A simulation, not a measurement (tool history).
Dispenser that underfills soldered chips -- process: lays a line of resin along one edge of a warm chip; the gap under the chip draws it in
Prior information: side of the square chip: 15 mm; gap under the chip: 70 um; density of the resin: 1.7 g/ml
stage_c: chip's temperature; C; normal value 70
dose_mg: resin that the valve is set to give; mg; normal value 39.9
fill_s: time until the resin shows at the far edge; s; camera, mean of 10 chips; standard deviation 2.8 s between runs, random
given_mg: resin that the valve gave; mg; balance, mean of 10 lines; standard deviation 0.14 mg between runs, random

{"run": 1, "day": 0.0, "stage_c": 70, "dose_mg": 39.9, "fill_s": 310.5, "given_mg": 38.38}
{"day": 0.117, "done": "new syringe of resin"}
{"day": 0.338, "done": "dispensing valve cleaned and set on the balance"}
{"day": 0.446, "done": "new syringe of resin"}
{"run": 2, "day": 0.458, "stage_c": 70, "dose_mg": 39.9, "fill_s": 268.3, "given_mg": 40.12}
{"day": 0.733, "done": "new syringe of resin"}
{"run": 3, "day": 0.962, "stage_c": 70, "dose_mg": 39.9, "fill_s": 308.5, "given_mg": 39.75}
{"day": 1.025, "done": "new syringe of resin"}
{"day": 1.308, "done": "new syringe of resin"}
{"run": 4, "day": 1.375, "stage_c": 70, "dose_mg": 39.9, "fill_s": 279.6, "given_mg": 39.51}
{"day": 1.617, "done": "new syringe of resin"}
{"run": 5, "day": 1.867, "stage_c": 70, "dose_mg": 39.9, "fill_s": 301.9, "given_mg": 39.16}
{"day": 1.9, "done": "new syringe of resin"}
{"run": 6, "day": 2.092, "stage_c": 70, "dose_mg": 39.9, "fill_s": 302, "given_mg": 39.07}
{"day": 2.217, "done": "new syringe of resin"}
{"day": 2.508, "done": "new syringe of resin"}
{"run": 7, "day": 2.6, "stage_c": 70, "dose_mg": 37.8, "fill_s": 288.2, "given_mg": 37.09}
{"day": 2.796, "done": "new syringe of resin"}
{"run": 8, "day": 2.938, "stage_c": 70, "dose_mg": 37.8, "fill_s": 287.7, "given_mg": 37.03}
{"day": 3.083, "done": "new syringe of resin"}
{"run": 9, "day": 3.246, "stage_c": 70, "dose_mg": 37.8, "fill_s": 301.8, "given_mg": 36.86}
{"day": 3.379, "done": "new syringe of resin"}
{"run": 10, "day": 3.483, "stage_c": 70, "dose_mg": 37.8, "fill_s": 290, "given_mg": 36.58}
{"day": 3.683, "done": "new syringe of resin"}
{"run": 11, "day": 3.871, "stage_c": 70, "dose_mg": 37.8, "fill_s": 302.2, "given_mg": 36.48}
{"day": 4.0, "done": "new syringe of resin"}
{"run": 12, "day": 4.2, "stage_c": 81, "dose_mg": 39.9, "fill_s": 202.3, "given_mg": 38.39}
{"day": 4.292, "done": "new syringe of resin"}
{"run": 13, "day": 4.417, "stage_c": 60, "dose_mg": 48.1, "fill_s": 402.3, "given_mg": 45.95}
{"day": 4.592, "done": "new syringe of resin"}
{"day": 4.888, "done": "new syringe of resin"}
{"run": 14, "day": 4.908, "stage_c": 83, "dose_mg": 50.4, "fill_s": 163.6, "given_mg": 48.12}
{"day": 5.188, "done": "new syringe of resin"}
{"run": 15, "day": 5.246, "stage_c": 78, "dose_mg": 39.9, "fill_s": 209.2, "given_mg": 37.9}
{"day": 5.354, "done": "dispensing valve cleaned and set on the balance"}
{"day": 5.55, "done": "new syringe of resin"}
{"run": 16, "day": 5.558, "stage_c": 82, "dose_mg": 48.2, "fill_s": 169.5, "given_mg": 48.13}
{"day": 5.85, "done": "new syringe of resin"}
{"run": 17, "day": 5.975, "stage_c": 56, "dose_mg": 48.2, "fill_s": 476, "given_mg": 47.77}
{"day": 6.138, "done": "new syringe of resin"}
{"run": 18, "day": 6.196, "stage_c": 66, "dose_mg": 39.9, "fill_s": 315.5, "given_mg": 39.23}
{"day": 6.446, "done": "new syringe of resin"}
{"run": 19, "day": 6.5, "stage_c": 72, "dose_mg": 51.6, "fill_s": 249.3, "given_mg": 51.11}

Alternative continuations, all from the tool just after run 19; predict every row:
{"day": 6.738, "done": "new syringe of resin"}
{"run": "A", "day": 6.762, "stage_c": 82, "dose_mg": 35.4, "fill_s": "?", "given_mg": "?"}
{"day": 6.738, "done": "new syringe of resin"}
{"run": "B", "day": 6.762, "stage_c": 78, "dose_mg": 44, "fill_s": "?", "given_mg": "?"}
{"day": 6.738, "done": "new syringe of resin"}
{"run": "C", "day": 6.762, "stage_c": 68, "dose_mg": 36.9, "fill_s": "?", "given_mg": "?"}
{"day": 6.738, "done": "new syringe of resin"}
{"run": "D", "day": 6.762, "stage_c": 70, "dose_mg": 44.7, "fill_s": "?", "given_mg": "?"}

run=A fill_s=185.9 given_mg=34.8
run=B fill_s=204.7 given_mg=43.19
run=C fill_s=292.9 given_mg=36.16
run=D fill_s=260.4 given_mg=43.82
With no hidden state in the tool, these same runs would have given:
run=A fill_s=190.2 given_mg=35.45
run=B fill_s=210.4 given_mg=43.99
run=C fill_s=301.4 given_mg=36.84
run=D fill_s=268.4 given_mg=44.64
